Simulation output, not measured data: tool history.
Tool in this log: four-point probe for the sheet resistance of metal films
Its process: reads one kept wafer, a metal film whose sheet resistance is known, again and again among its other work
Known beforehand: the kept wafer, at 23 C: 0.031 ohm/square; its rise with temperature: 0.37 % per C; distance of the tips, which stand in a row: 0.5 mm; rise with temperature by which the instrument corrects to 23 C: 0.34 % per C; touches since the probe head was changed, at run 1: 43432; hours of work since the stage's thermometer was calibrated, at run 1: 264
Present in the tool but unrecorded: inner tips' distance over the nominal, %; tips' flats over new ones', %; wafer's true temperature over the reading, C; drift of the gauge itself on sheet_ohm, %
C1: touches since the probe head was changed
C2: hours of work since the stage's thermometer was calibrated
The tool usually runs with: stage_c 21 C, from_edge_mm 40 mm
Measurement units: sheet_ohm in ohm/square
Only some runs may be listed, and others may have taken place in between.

run 1 hour=0.0 | stage_c=21 from_edge_mm=40 | C1=43432 C2=264 | sheet_ohm=0.031214
run 2 hour=9.3 | stage_c=21 from_edge_mm=42 | C1=43750 C2=268 | sheet_ohm=0.031219
run 3 hour=18.8 | stage_c=21 from_edge_mm=42 | C1=44071 C2=272 | sheet_ohm=0.031210
run 4 hour=27.9 | stage_c=31 from_edge_mm=40 | C1=44381 C2=276 | sheet_ohm=0.031289
run 5 hour=39.2 | stage_c=31 from_edge_mm=40 | C1=44768 C2=281 | sheet_ohm=0.031312
run 6 hour=54.4 | stage_c=31 from_edge_mm=40 | C1=45286 C2=288 | sheet_ohm=0.031295
run 7 hour=61.1 | stage_c=31 from_edge_mm=40 | C1=45515 C2=291 | sheet_ohm=0.031315
run 8 hour=72.8 | stage_c=31 from_edge_mm=40 | C1=45914 C2=296 | sheet_ohm=0.031310
-- hour=74.0 stage's thermometer calibrated
run 9 hour=88.2 | stage_c=31 from_edge_mm=40 | C1=46420 C2=6 | sheet_ohm=0.031291
run 10 hour=100.2 | stage_c=34 from_edge_mm=40 | C1=46831 C2=12 | sheet_ohm=0.031334
run 11 hour=109.4 | stage_c=23 from_edge_mm=40 | C1=47144 C2=16 | sheet_ohm=0.031234
run 12 hour=120.4 | stage_c=21 from_edge_mm=40 | C1=47518 C2=20 | sheet_ohm=0.031226
run 13 hour=127.5 | stage_c=21 from_edge_mm=40 | C1=47760 C2=24 | sheet_ohm=0.031210
run 14 hour=136.2 | stage_c=21 from_edge_mm=40 | C1=48056 C2=27 | sheet_ohm=0.031217
run 15 hour=147.3 | stage_c=19 from_edge_mm=9 | C1=48434 C2=32 | sheet_ohm=0.031251
-- hour=158.2 stage's thermometer calibrated, once more
run 16 hour=161.8 | stage_c=19 from_edge_mm=9 | C1=48914 C2=2 | sheet_ohm=0.031254
run 17 hour=170.8 | stage_c=19 from_edge_mm=9 | C1=49221 C2=6 | sheet_ohm=0.031258
run 18 hour=180.9 | stage_c=21 from_edge_mm=6 | C1=49563 C2=10 | sheet_ohm=0.031354
run 19 hour=193.6 | stage_c=23 from_edge_mm=6 | C1=49997 C2=16 | sheet_ohm=0.031366
run 20 hour=202.3 | stage_c=23 from_edge_mm=6 | C1=50294 C2=19 | sheet_ohm=0.031380
run 21 hour=216.0 | stage_c=23 from_edge_mm=6 | C1=50760 C2=26 | sheet_ohm=0.031379
run 22 hour=227.8 | stage_c=21 from_edge_mm=13 | C1=51164 C2=31 | sheet_ohm=0.031259
run 23 hour=234.2 | stage_c=22 from_edge_mm=9 | C1=51379 C2=34 | sheet_ohm=0.031308
run 24 hour=241.4 | stage_c=23 from_edge_mm=29 | C1=51627 C2=37 | sheet_ohm=0.031269
run 25 hour=256.3 | stage_c=23 from_edge_mm=29 | C1=52133 C2=43 | sheet_ohm=0.031268
run 26 hour=263.3 | stage_c=23 from_edge_mm=29 | C1=52372 C2=46 | sheet_ohm=0.031269
run 27 hour=272.0 | stage_c=23 from_edge_mm=29 | C1=52668 C2=50 | sheet_ohm=0.031282
run 28 hour=281.4 | stage_c=23 from_edge_mm=29 | C1=52990 C2=54 | sheet_ohm=0.031273

Per-run results on a tool with no hidden state, each run keeping its own random variation:
run=1 sheet_ohm=0.030995
run=2 sheet_ohm=0.030998
run=3 sheet_ohm=0.030988
run=4 sheet_ohm=0.031065
run=5 sheet_ohm=0.031086
run=6 sheet_ohm=0.031066
run=7 sheet_ohm=0.031085
run=8 sheet_ohm=0.031079
run=9 sheet_ohm=0.031064
run=10 sheet_ohm=0.031104
run=11 sheet_ohm=0.031005
run=12 sheet_ohm=0.030995
run=13 sheet_ohm=0.030978
run=14 sheet_ohm=0.030983
run=15 sheet_ohm=0.031016
run=16 sheet_ohm=0.031004
run=17 sheet_ohm=0.031007
run=18 sheet_ohm=0.031101
run=19 sheet_ohm=0.031111
run=20 sheet_ohm=0.031123
run=21 sheet_ohm=0.031120
run=22 sheet_ohm=0.031000
run=23 sheet_ohm=0.031047
run=24 sheet_ohm=0.031007
run=25 sheet_ohm=0.031003
run=26 sheet_ohm=0.031004
run=27 sheet_ohm=0.031015
run=28 sheet_ohm=0.031005
